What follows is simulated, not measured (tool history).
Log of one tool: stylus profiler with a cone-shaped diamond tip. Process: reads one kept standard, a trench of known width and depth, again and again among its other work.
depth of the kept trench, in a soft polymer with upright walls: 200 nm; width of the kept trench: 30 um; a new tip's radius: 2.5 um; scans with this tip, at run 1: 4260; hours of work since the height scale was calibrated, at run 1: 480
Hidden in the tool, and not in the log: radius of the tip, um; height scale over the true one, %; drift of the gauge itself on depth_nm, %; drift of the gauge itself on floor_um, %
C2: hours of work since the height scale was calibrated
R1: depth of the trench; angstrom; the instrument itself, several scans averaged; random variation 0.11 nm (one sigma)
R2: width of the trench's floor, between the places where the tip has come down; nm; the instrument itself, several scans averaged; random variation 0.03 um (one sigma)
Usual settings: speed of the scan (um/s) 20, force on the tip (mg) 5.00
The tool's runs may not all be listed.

run 1 hour=0.0 | speed_of_the_scan_(um/s)=20 force_on_the_tip_(mg)=5.00 | scans_with_this_tip=4260 C2=480 | R1=2059.1 R2=27700
run 2 hour=11.9 | speed_of_the_scan_(um/s)=20 force_on_the_tip_(mg)=5.00 | scans_with_this_tip=4331 C2=488 | R1=2061.4 R2=27640
run 3 hour=27.2 | speed_of_the_scan_(um/s)=20 force_on_the_tip_(mg)=10.94 | scans_with_this_tip=4422 C2=498 | R1=2097.2 R2=27650
run 4 hour=38.0 | speed_of_the_scan_(um/s)=20 force_on_the_tip_(mg)=5.00 | scans_with_this_tip=4487 C2=505 | R1=2059.3 R2=27700
run 5 hour=51.3 | speed_of_the_scan_(um/s)=20 force_on_the_tip_(mg)=5.00 | scans_with_this_tip=4566 C2=514 | R1=2060.3 R2=27720
run 6 hour=66.5 | speed_of_the_scan_(um/s)=20 force_on_the_tip_(mg)=5.00 | scans_with_this_tip=4656 C2=524 | R1=2059.1 R2=27690
run 7 hour=82.2 | speed_of_the_scan_(um/s)=20 force_on_the_tip_(mg)=5.00 | scans_with_this_tip=4750 C2=535 | R1=2057.9 R2=27620
run 8 hour=94.0 | speed_of_the_scan_(um/s)=20 force_on_the_tip_(mg)=1.67 | scans_with_this_tip=4821 C2=543 | R1=2031.1 R2=27620
run 9 hour=112.2 | speed_of_the_scan_(um/s)=20 force_on_the_tip_(mg)=1.67 | scans_with_this_tip=4929 C2=555 | R1=2029.2 R2=27670
-- hour=114.6 height scale calibrated on a step standard
run 10 hour=131.0 | speed_of_the_scan_(um/s)=20 force_on_the_tip_(mg)=5.32 | scans_with_this_tip=5039 C2=11 | R1=2062.1 R2=27660
-- hour=148.8 height scale calibrated on a step standard, once more
run 11 hour=151.1 | speed_of_the_scan_(um/s)=20 force_on_the_tip_(mg)=5.32 | scans_with_this_tip=5155 C2=2 | R1=2059.6 R2=27660
run 12 hour=166.4 | speed_of_the_scan_(um/s)=20 force_on_the_tip_(mg)=5.32 | scans_with_this_tip=5247 C2=12 | R1=2060.7 R2=27650
run 13 hour=182.5 | speed_of_the_scan_(um/s)=20 force_on_the_tip_(mg)=5.32 | scans_with_this_tip=5343 C2=23 | R1=2059.2 R2=27650
run 14 hour=202.1 | speed_of_the_scan_(um/s)=20 force_on_the_tip_(mg)=5.32 | scans_with_this_tip=5460 C2=36 | R1=2059.7 R2=27640
run 15 hour=221.3 | speed_of_the_scan_(um/s)=20 force_on_the_tip_(mg)=5.00 | scans_with_this_tip=5574 C2=49 | R1=2056.2 R2=27640
run 16 hour=231.2 | speed_of_the_scan_(um/s)=20 force_on_the_tip_(mg)=5.00 | scans_with_this_tip=5634 C2=55 | R1=2057.3 R2=27660
run 17 hour=245.8 | speed_of_the_scan_(um/s)=50 force_on_the_tip_(mg)=1.83 | scans_with_this_tip=5721 C2=65 | R1=2030.0 R2=27500
run 18 hour=258.2 | speed_of_the_scan_(um/s)=6 force_on_the_tip_(mg)=2.45 | scans_with_this_tip=5794 C2=74 | R1=2035.6 R2=27620
run 19 hour=269.1 | speed_of_the_scan_(um/s)=6 force_on_the_tip_(mg)=11.81 | scans_with_this_tip=5860 C2=81 | R1=2100.0 R2=27640
run 20 hour=286.2 | speed_of_the_scan_(um/s)=6 force_on_the_tip_(mg)=11.81 | scans_with_this_tip=5962 C2=92 | R1=2099.6 R2=27590
run 21 hour=299.4 | speed_of_the_scan_(um/s)=17 force_on_the_tip_(mg)=4.50 | scans_with_this_tip=6040 C2=101 | R1=2051.9 R2=27610
run 22 hour=318.2 | speed_of_the_scan_(um/s)=17 force_on_the_tip_(mg)=4.50 | scans_with_this_tip=6152 C2=114 | R1=2052.6 R2=27590
run 23 hour=334.7 | speed_of_the_scan_(um/s)=17 force_on_the_tip_(mg)=4.50 | scans_with_this_tip=6251 C2=125 | R1=2052.4 R2=27560
run 24 hour=355.4 | speed_of_the_scan_(um/s)=11 force_on_the_tip_(mg)=10.10 | scans_with_this_tip=6375 C2=139 | R1=2090.2 R2=27640
run 25 hour=371.4 | speed_of_the_scan_(um/s)=24 force_on_the_tip_(mg)=5.00 | scans_with_this_tip=6470 C2=150 | R1=2056.6 R2=27560
run 26 hour=389.2 | speed_of_the_scan_(um/s)=24 force_on_the_tip_(mg)=5.00 | scans_with_this_tip=6577 C2=162 | R1=2055.1 R2=27590
run 27 hour=398.3 | speed_of_the_scan_(um/s)=9 force_on_the_tip_(mg)=4.61 | scans_with_this_tip=6631 C2=168 | R1=2053.3 R2=27630
run 28 hour=408.6 | speed_of_the_scan_(um/s)=40 force_on_the_tip_(mg)=6.77 | scans_with_this_tip=6692 C2=175 | R1=2070.0 R2=27540
run 29 hour=429.5 | speed_of_the_scan_(um/s)=42 force_on_the_tip_(mg)=5.00 | scans_with_this_tip=6817 C2=189 | R1=2057.0 R2=27500

How the hidden state differs across the entries between the runs, from the last listed run before each to the first after it:
Between runs 9 and 10: height scale calibrated on a step standard (hour 114.6)
  radius of the tip, um: 3.32 -> 3.34; height scale over the true one, %: 0.18 -> 0.211
  measured less the result without the state, R1: +3.6 -> +4.3 angstrom; R2: -310 -> -310 nm
Between runs 10 and 11: height scale calibrated on a step standard, once more (hour 148.8)
  radius of the tip, um: 3.34 -> 3.36; height scale over the true one, %: 0.211 -> 0.004
  measured less the result without the state, R1: +4.3 -> +0.0 angstrom; R2: -310 -> -320 nm
